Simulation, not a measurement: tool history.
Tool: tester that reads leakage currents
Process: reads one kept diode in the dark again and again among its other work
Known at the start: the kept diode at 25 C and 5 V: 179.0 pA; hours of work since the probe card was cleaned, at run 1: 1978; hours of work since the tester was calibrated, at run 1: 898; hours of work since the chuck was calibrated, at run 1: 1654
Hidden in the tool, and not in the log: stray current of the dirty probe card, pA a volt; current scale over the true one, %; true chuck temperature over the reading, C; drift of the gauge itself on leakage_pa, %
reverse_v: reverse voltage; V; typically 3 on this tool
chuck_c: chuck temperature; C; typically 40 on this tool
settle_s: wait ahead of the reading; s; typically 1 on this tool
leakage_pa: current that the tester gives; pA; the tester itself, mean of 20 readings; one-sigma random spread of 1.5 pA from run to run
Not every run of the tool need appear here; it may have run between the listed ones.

run,hour,reverse_v,chuck_c,settle_s,hours of work since the probe card was cleaned,hours of work since the tester was calibrated,hours of work since the chuck was calibrated,leakage_pa
1,0,3,40,1,1978,898,1654,451.23
# hour 65: probe card cleaned and baked
2,68.1,3,40,1,1,924,1680,441.25
3,134.1,3,40,1,28,951,1707,439.72
4,207.4,3,40,1,57,980,1736,438.36
5,251.3,4.7,40,1,75,998,1754,537.03
6,333.9,3,40,1,108,1031,1787,437.71
7,425.7,3,40,1,145,1068,1824,436.72
8,522,3,40,1,183,1106,1863,436.6
9,595.5,3,40,1,213,1136,1892,436.48
10,694.6,6.98,40,1,253,1176,1932,633.81
11,772.1,3,40,0.38,284,1207,1963,433.18
12,825.9,3,40,1,305,1228,1984,433.41
13,904.5,3,40,0.42,337,1260,2016,431.73
14,968.2,3,40,0.42,362,1285,2042,431.23
15,1066.6,3,21,1,402,1325,2081,87.88
16,1109.1,3,48,1,419,1342,2098,797.24
17,1177.7,3,29,1,446,1369,2126,174.25
18,1231,3,29,1,468,1391,2147,174.75
# hour 1331.3: chuck's temperature calibrated
19,1331.5,3,29,1,507,1430,0,203.33
20,1383.8,1.36,40,1,528,1451,21,345.76
21,1466,1.36,40,1,561,1484,54,343.45
22,1546.9,3.88,53,1.82,594,1517,86,1458.42
23,1615.3,12.09,60,4.75,621,1544,114,3946.96
24,1708.4,12.09,60,4.75,658,1581,151,3962.21
25,1768.3,3.16,30,1,682,1605,175,223.58
26,1846.7,3.16,30,1,714,1637,207,222.81
27,1935.8,13.6,39,1,750,1673,242,886.49
28,1998.2,3,40,8.67,775,1698,267,484.07
29,2075.2,9.72,35,4.36,806,1729,298,552.98
30,2164.8,1.94,30,5.65,841,1764,334,178.45
31,2219.8,4.12,22,0.36,864,1787,356,128.14
32,2290.3,3.7,44,0.53,892,1815,385,719.56
33,2346,18.7,25,2.65,914,1837,407,334.25
34,2397.2,7.95,40,1,935,1858,428,742.58
35,2452.1,1.76,28,6.53,957,1880,450,142.34
36,2510.8,1.76,28,6.53,980,1903,473,142.17
37,2579.5,3,42,0.39,1008,1931,501,557.81
38,2640.5,3,49,0.83,1032,1955,525,943.94

Below, some changes in leakage_pa between adjacent runs. For each, the amount present without the hidden state too (settings, incoming material, random variation) and the amount remaining for the hidden state with gauge scatter not shared by both compared results:
Run 14 -> 15: chuck_c 40 -> 21, settle_s 0.42 -> 1. leakage_pa -343.35 pA: hidden state +46.91, all else -390.26.
Run 15 -> 16: chuck_c 21 -> 48. leakage_pa +709.36 pA: hidden state -96.19, all else +805.55.
Run 16 -> 17: chuck_c 48 -> 29. leakage_pa -622.99 pA: hidden state +82.98, all else -705.97.
Run 21 -> 22: reverse_v 1.36 -> 3.88, chuck_c 40 -> 53, settle_s 1 -> 1.82. leakage_pa +1114.97 pA: hidden state -6.5, all else +1121.47.
Run 22 -> 23: reverse_v 3.88 -> 12.09, chuck_c 53 -> 60, settle_s 1.82 -> 4.75. leakage_pa +2488.54 pA: hidden state -17.17, all else +2505.71.
Run 24 -> 25: reverse_v 12.09 -> 3.16, chuck_c 60 -> 30, settle_s 4.75 -> 1. leakage_pa -3738.63 pA: hidden state +33.65, all else -3772.28.
